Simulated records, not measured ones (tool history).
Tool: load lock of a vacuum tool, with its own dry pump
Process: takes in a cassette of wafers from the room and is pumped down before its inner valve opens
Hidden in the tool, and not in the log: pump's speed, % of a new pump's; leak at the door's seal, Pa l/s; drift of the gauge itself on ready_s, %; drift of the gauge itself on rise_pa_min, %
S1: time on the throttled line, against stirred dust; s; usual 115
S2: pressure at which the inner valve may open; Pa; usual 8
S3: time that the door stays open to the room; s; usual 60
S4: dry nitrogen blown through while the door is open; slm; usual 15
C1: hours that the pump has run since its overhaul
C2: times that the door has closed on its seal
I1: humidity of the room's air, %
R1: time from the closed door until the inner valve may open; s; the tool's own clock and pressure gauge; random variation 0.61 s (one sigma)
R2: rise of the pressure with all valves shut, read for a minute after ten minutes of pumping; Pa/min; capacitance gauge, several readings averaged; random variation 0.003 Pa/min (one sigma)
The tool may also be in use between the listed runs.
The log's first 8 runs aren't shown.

{"run": 9, "day": 29.921, "S1": 115, "S2": 9, "S3": 60, "S4": 15, "C1": 7743, "C2": 11978, "I1": 47.5, "R1": 157.9, "R2": 0.094}
{"run": 10, "day": 34.475, "S1": 115, "S2": 9, "S3": 60, "S4": 15, "C1": 7853, "C2": 12298, "I1": 45.8, "R1": 157.4, "R2": 0.095}
{"run": 11, "day": 37.821, "S1": 115, "S2": 9, "S3": 60, "S4": 15, "C1": 7933, "C2": 12532, "I1": 43.5, "R1": 156.8, "R2": 0.091}
{"run": 12, "day": 43.0, "S1": 115, "S2": 7, "S3": 60, "S4": 15, "C1": 8057, "C2": 12895, "I1": 49.3, "R1": 159.8, "R2": 0.091}
{"run": 13, "day": 47.508, "S1": 115, "S2": 7, "S3": 60, "S4": 15, "C1": 8166, "C2": 13211, "I1": 42.5, "R1": 158.9, "R2": 0.099}
{"run": 14, "day": 51.117, "S1": 115, "S2": 7, "S3": 60, "S4": 15, "C1": 8252, "C2": 13464, "I1": 44.7, "R1": 159.2, "R2": 0.101}
{"run": 15, "day": 54.55, "S1": 115, "S2": 7, "S3": 60, "S4": 15, "C1": 8335, "C2": 13705, "I1": 46, "R1": 159.1, "R2": 0.103}
{"run": 16, "day": 57.692, "S1": 115, "S2": 8, "S3": 60, "S4": 15, "C1": 8410, "C2": 13925, "I1": 47.6, "R1": 158, "R2": 0.112}
{"run": 17, "day": 62.533, "S1": 115, "S2": 8, "S3": 60, "S4": 15, "C1": 8526, "C2": 14265, "I1": 48, "R1": 159.5, "R2": 0.106}
{"run": 18, "day": 66.217, "S1": 115, "S2": 8, "S3": 60, "S4": 15, "C1": 8615, "C2": 14523, "I1": 46.8, "R1": 158.8, "R2": 0.116}
{"run": 19, "day": 70.042, "S1": 115, "S2": 8, "S3": 60, "S4": 15, "C1": 8706, "C2": 14791, "I1": 43, "R1": 158.2, "R2": 0.11}
{"run": 20, "day": 74.621, "S1": 95, "S2": 9, "S3": 119, "S4": 6, "C1": 8816, "C2": 15113, "I1": 46.4, "R1": 139.5, "R2": 0.136}
{"run": 21, "day": 77.604, "S1": 226, "S2": 14, "S3": 119, "S4": 6, "C1": 8888, "C2": 15322, "I1": 45.5, "R1": 255.2, "R2": 0.146}
{"run": 22, "day": 83.646, "S1": 226, "S2": 11, "S3": 49, "S4": 40, "C1": 9033, "C2": 15745, "I1": 44.1, "R1": 255.7, "R2": 0.104}
{"run": 23, "day": 86.975, "S1": 202, "S2": 8, "S3": 231, "S4": 15, "C1": 9113, "C2": 15979, "I1": 47.4, "R1": 236.9, "R2": 0.136}
{"run": 24, "day": 91.842, "S1": 202, "S2": 8, "S3": 231, "S4": 15, "C1": 9230, "C2": 16320, "I1": 45.1, "R1": 236.9, "R2": 0.143}

Run 25 comes next. What will it give?
{"run": 25, "day": 96.662, "S1": 168, "S2": 16, "S3": 231, "S4": 9, "C1": 9345, "C2": 16658, "I1": 45.5, "R1": "?", "R2": "?"}

R1: 202.4 s
R2: 0.159 Pa/min
Without the tool's hidden state the same run would have given R1 198.8 s, R2 0.059 Pa/min.
